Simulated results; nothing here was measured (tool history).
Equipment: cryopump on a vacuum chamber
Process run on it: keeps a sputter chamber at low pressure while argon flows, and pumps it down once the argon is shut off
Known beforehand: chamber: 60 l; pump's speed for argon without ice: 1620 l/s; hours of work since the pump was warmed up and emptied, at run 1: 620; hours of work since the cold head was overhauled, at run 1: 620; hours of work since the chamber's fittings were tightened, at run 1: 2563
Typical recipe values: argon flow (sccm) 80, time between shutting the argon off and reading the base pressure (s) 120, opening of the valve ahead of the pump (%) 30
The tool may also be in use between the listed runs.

run	day	argon flow (sccm)	time between shutting the argon off and reading the base pressure (s)	opening of the valve ahead of the pump (%)	hours of work since the pump was warmed up and emptied	hours of work since the cold head was overhauled	hours of work since the chamber's fittings were tightened	pressure while argon flows (Pa)	pressure after the wait (uPa)
1	0.000	80	120	30	620	620	2563	0.2902	2.07
2	0.846	80	120	30	634	634	2577	0.2910	2.16
3	2.275	80	120	30	658	658	2601	0.2925	2.09
4	3.121	80	120	30	673	673	2615	0.2909	2.13
# day 3.604: pump warmed up, emptied and cooled again
5	4.796	80	120	30	20	697	2640	0.2774	1.87
6	6.267	80	120	30	45	722	2665	0.2796	1.93
7	7.204	80	120	30	61	738	2681	0.2789	1.95
8	8.725	80	120	30	86	764	2707	0.2823	1.93
9	9.692	80	120	30	103	780	2723	0.2813	1.97
10	10.792	80	120	30	121	798	2741	0.2808	2.00
11	11.754	80	120	30	137	815	2758	0.2840	1.94
12	12.700	80	120	30	153	831	2774	0.2825	1.95
13	14.233	80	120	25	179	856	2799	0.3363	2.03
14	15.896	80	120	25	207	885	2827	0.3397	2.05
15	16.683	80	120	25	221	898	2841	0.3372	2.11
16	17.371	80	120	25	232	909	2852	0.3392	2.09
17	18.088	80	120	30	244	921	2864	0.2841	2.10
18	19.150	80	120	30	262	939	2882	0.2837	2.13
19	20.046	100	69	37	277	955	2897	0.2897	2.34
20	21.412	100	69	37	300	978	2920	0.2908	2.22
21	22.504	100	69	37	319	996	2939	0.2904	2.36
22	23.254	80	201	56	331	1009	2952	0.1569	2.09
23	23.958	80	201	28	343	1021	2963	0.3051	2.05
# day 24.192: leaking fittings of the chamber tightened, without venting
24	24.725	80	201	28	355	1032	9	0.3063	0.34
25	25.500	80	27	54	368	1045	22	0.1627	1.22
26	26.762	38	206	23	389	1066	43	0.1756	0.38
27	27.458	43	206	23	401	1078	55	0.2001	0.40
28	28.146	154	206	23	413	1090	67	0.7172	0.35
29	29.492	154	206	28	435	1112	89	0.5912	0.42
30	31.121	117	35	25	463	1140	117	0.5044	1.02
31	32.662	88	74	20	489	1166	143	0.4720	0.65
32	34.158	86	88	30	514	1191	168	0.3102	0.63
33	35.350	76	26	30	534	1211	188	0.2760	1.31
34	36.833	96	188	40	559	1236	213	0.2654	0.54
35	38.192	80	91	30	582	1259	236	0.2916	0.63

Hidden condition of the tool, last listed run before each entry between runs versus first listed run after:
Run 4 -> run 5: pump warmed up, emptied and cooled again (day 3.604)
  pump's speed, % of a pump's without ice: 86.6 -> 98.9; cold plate's temperature, K: 12.49 -> 12.5; leak into the chamber, uPa l/s: 2639 -> 2661
  measured less the result without the state, pressure while argon flows (Pa): +0.0138 -> +0.0018; pressure after the wait (uPa): +1.74 -> +1.48
Run 23 -> run 24: leaking fittings of the chamber tightened, without venting (day 24.192)
  pump's speed, % of a pump's without ice: 92.6 -> 92.4; leak into the chamber, uPa l/s: 2944 -> 336
  measured less the result without the state, pressure while argon flows (Pa): +0.0077 -> +0.0079; pressure after the wait (uPa): +1.77 -> +0.05

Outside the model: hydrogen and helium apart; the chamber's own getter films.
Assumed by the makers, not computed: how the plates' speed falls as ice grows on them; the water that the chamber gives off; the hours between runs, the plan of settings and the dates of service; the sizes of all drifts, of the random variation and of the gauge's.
